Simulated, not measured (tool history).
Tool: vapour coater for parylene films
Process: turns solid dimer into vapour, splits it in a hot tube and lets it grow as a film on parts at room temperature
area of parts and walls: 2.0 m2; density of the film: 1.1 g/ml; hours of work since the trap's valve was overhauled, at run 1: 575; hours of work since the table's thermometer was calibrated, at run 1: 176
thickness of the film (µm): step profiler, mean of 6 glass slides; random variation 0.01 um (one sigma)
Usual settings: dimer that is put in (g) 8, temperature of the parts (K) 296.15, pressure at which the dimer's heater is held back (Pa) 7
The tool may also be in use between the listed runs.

run	day	dimer that is put in (g)	temperature of the parts (K)	pressure at which the dimer's heater is held back (Pa)	hours of work since the trap's valve was overhauled	hours of work since the table's thermometer was calibrated	thickness of the film (µm)
1	0	8	296.15	7	575	176	1.71
2	2.158	8	293.15	7	596	198	1.88
3	5.229	8	293.15	7	627	228	1.89
4	7.338	7	296.15	7	648	249	1.51
# day 10.725: trap's valve overhauled
5	10.725	8	296.15	10.16	0	281	1.63
6	12.917	8	296.15	10.16	22	303	1.64
7	15.004	8	296.15	10.16	42	323	1.65
8	17.062	8	296.15	10.16	63	344	1.65
9	19.725	8	296.15	10.16	89	370	1.65
10	22.288	8	296.15	10.16	115	395	1.63
11	25.108	8	296.15	10.16	143	423	1.62
12	26.617	8	296.15	7	157	438	1.74
13	28.258	8	296.15	7	174	455	1.73
14	31.167	8	296.15	7	203	483	1.75
15	32.838	8	296.15	7	219	500	1.75
16	35.067	8	296.15	7	241	522	1.74
17	38.004	8	292.15	7	270	551	1.99
18	39.392	8	292.15	7	284	565	1.99
19	42.329	8	292.15	7	313	594	2
20	43.996	8	290.15	7	330	611	2.12
21	45.35	8	296.15	7	343	624	1.75
22	47.608	8	296.15	7	365	646	1.75
23	50.754	8	296.15	7	397	677	1.76
24	53.55	12	300.15	11.32	424	705	2.15
25	56.875	8	300.15	2.39	457	738	1.83
26	59.738	8	290.15	11.09	486	766	2
# day 61.517: gauge calibrated
27	62.238	11	300.15	10.39	510	791	1.97
28	64.358	12	302.15	5.61	531	812	2.22
29	65.775	12	302.15	5.61	545	826	2.22
30	69.129	8	296.15	2.02	579	859	2.09
31	70.625	3	301.15	3.19	593	874	0.62
32	72.371	5	289.15	3.23	611	892	1.49
33	75.267	5	289.15	3.23	639	920	1.5
34	77.408	4	296.15	7	661	942	0.87
# day 79.392: trap's valve overhauled
35	80.746	3	306.15	7.98	13	973	0.46
36	83.696	5	296.15	2.5	43	1002	1.26
37	87.025	13	292.15	3.2	76	1035	3.6
38	89.221	3	290.15	9.86	97	1057	0.74
39	91.467	3	295.15	2.32	120	1079	0.8
# day 92.371: table's thermometer calibrated
40	94.692	8	303.15	7	151	23	1.41
41	96.929	6	289.15	7	173	45	1.63
42	99.975	14	291.15	7	204	75	3.56
43	102.975	10	305.15	4.65	233	105	1.75
44	105.925	10	305.15	4.65	262	134	1.76
45	108.858	14	298.15	7	292	163	2.9
46	112.046	14	307.15	6.06	323	195	2.24

5 ways to go on from here, each from the tool as it stands after run 46. What would each give?
A	114.696	9	298.15	6.06	349	221	?
B	114.696	7	296.15	7	349	221	?
C	114.696	11	300.15	7.18	349	221	?
D	114.696	8	301.15	4.23	349	221	?
E	114.696	9	296.15	5.76	349	221	?

run	thickness of the film (µm)
A	1.9
B	1.56
C	2.15
D	1.62
E	2.03
Without the tool's hidden state the same runs would have given:
run	thickness of the film (µm)
A	1.86
B	1.52
C	2.1
D	1.58
E	1.98

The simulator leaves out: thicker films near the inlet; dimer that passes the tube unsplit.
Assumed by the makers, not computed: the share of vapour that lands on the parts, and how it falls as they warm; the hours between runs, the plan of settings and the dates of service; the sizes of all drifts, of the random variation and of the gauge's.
